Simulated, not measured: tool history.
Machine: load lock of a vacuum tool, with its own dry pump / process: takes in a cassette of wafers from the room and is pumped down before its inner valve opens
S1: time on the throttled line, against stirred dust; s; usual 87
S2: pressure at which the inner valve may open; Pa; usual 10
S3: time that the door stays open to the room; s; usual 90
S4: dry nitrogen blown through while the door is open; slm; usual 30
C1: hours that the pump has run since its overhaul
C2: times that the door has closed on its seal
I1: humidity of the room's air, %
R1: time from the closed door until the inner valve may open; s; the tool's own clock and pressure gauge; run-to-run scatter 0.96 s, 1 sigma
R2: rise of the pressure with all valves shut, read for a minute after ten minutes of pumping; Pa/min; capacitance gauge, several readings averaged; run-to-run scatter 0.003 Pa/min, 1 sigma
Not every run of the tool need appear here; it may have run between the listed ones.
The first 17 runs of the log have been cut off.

Run 18, hour 4750.3: usual settings; C1 11143; C2 8092; I1 47.7. Result: R1 164.8 s, R2 0.138 Pa/min.
At hour 4903.6: dry pump taken out, an overhauled one fitted.
Run 19, hour 5014.9: usual settings but S3 161 s, S4 4 slm; C1 111; C2 8760; I1 43.0. Result: R1 155.9 s, R2 0.205 Pa/min.
Run 20, hour 5274.2: usual settings but S1 103 s, S3 88 s, S4 24 slm; C1 371; C2 9431; I1 42.7. Result: R1 168.8 s, R2 0.161 Pa/min.
Run 21, hour 5489.3: usual settings but S1 162 s, S2 11 Pa, S3 109 s, S4 5 slm; C1 586; C2 9987; I1 44.6. Result: R1 217.7 s, R2 0.218 Pa/min.
Run 22, hour 5747.3: usual settings but S3 26 s; C1 844; C2 10654; I1 44.7. Result: R1 156.4 s, R2 0.184 Pa/min.
Run 23, hour 5936.3: usual settings but S1 146 s, S2 20 Pa, S3 45 s, S4 23 slm; C1 1033; C2 11143; I1 43.4. Result: R1 198.9 s, R2 0.196 Pa/min.
Run 24, hour 6269.5: usual settings but S1 147 s, S2 12 Pa, S3 191 s, S4 6 slm; C1 1366; C2 12005; I1 45.7. Result: R1 205.9 s, R2 0.294 Pa/min.
Run 25, hour 6457.6: usual settings but S1 72 s, S2 17 Pa, S3 191 s, S4 6 slm; C1 1554; C2 12491; I1 45.6. Result: R1 137.8 s, R2 0.297 Pa/min.
Run 26, hour 6646.0: usual settings but S1 72 s, S2 17 Pa, S3 191 s, S4 6 slm; C1 1742; C2 12978; I1 44.4. Result: R1 139.4 s, R2 0.322 Pa/min.
Run 27, hour 7084.2: usual settings but S1 54 s, S3 42 s, S4 33 slm; C1 2181; C2 14112; I1 43.0. Result: R1 129.6 s, R2 0.264 Pa/min.
Run 28, hour 7328.6: usual settings but S3 36 s, S4 9 slm; C1 2425; C2 14744; I1 43.7. Result: R1 156.1 s, R2 0.301 Pa/min.
Run 29, hour 7715.2: usual settings but S2 15 Pa, S4 26 slm; C1 2812; C2 15744; I1 43.4. Result: R1 152.3 s, R2 0.330 Pa/min.
Run 30, hour 8064.8: usual settings but S2 14 Pa, S3 53 s, S4 23 slm; C1 3161; C2 16647; I1 44.4. Result: R1 152.0 s, R2 0.362 Pa/min.
Run 31, hour 8291.0: usual settings but S2 14 Pa, S3 52 s, S4 23 slm; C1 3387; C2 17233; I1 46.8. Result: R1 155.7 s, R2 0.360 Pa/min.
Run 32, hour 8647.0: usual settings but S1 77 s, S2 8 Pa, S4 8 slm; C1 3743; C2 18153; I1 43.2. Result: R1 152.9 s, R2 0.410 Pa/min.
Run 33, hour 8998.3: usual settings but S1 77 s, S2 8 Pa, S4 8 slm; C1 4095; C2 19062; I1 51.2. Result: R1 154.2 s, R2 0.464 Pa/min.
Run 34, hour 9408.1: usual settings but S1 77 s, S2 8 Pa, S4 8 slm; C1 4504; C2 20121; I1 47.3. Result: R1 154.1 s, R2 0.496 Pa/min.
Run 35, hour 9739.2: usual settings but S2 7 Pa, S4 29 slm; C1 4836; C2 20978; I1 44.4. Result: R1 162.8 s, R2 0.511 Pa/min.
Run 36, hour 10195.1: usual settings but S1 84 s, S2 7 Pa, S4 7 slm; C1 5291; C2 22156; I1 45.4. Result: R1 161.1 s, R2 0.567 Pa/min.

5 ways to go on from here, each from the tool as it stands after run 36. What would each give?
Run A, hour 10593.2: usual settings but S1 45 s, S2 7 Pa, S4 8 slm; C1 5690; C2 23186; I1 43.1. Result: R1 ?, R2 ?.
Run B, hour 10593.2: usual settings but S1 58 s, S2 20 Pa, S4 23 slm; C1 5690; C2 23186; I1 47.8. Result: R1 ?, R2 ?.
Run C, hour 10593.2: usual settings but S4 18 slm; C1 5690; C2 23186; I1 47.6. Result: R1 ?, R2 ?.
Run D, hour 10593.2: usual settings but S1 95 s, S2 7 Pa, S4 7 slm; C1 5690; C2 23186; I1 46.3. Result: R1 ?, R2 ?.
Run E, hour 10593.2: usual settings but S1 113 s, S2 8 Pa; C1 5690; C2 23186; I1 47.7. Result: R1 ?, R2 ?.

run     R1     R2
  A  128.1  0.613
  B  129.2  0.601
  C  160.0  0.595
  D  170.6  0.627
  E  183.5  0.585
Without the tool's unlogged condition, the same runs would have read:
run     R1     R2
  A  123.8  0.050
  B  125.9  0.040
  C  156.4  0.035
  D  167.0  0.060
  E  180.0  0.028
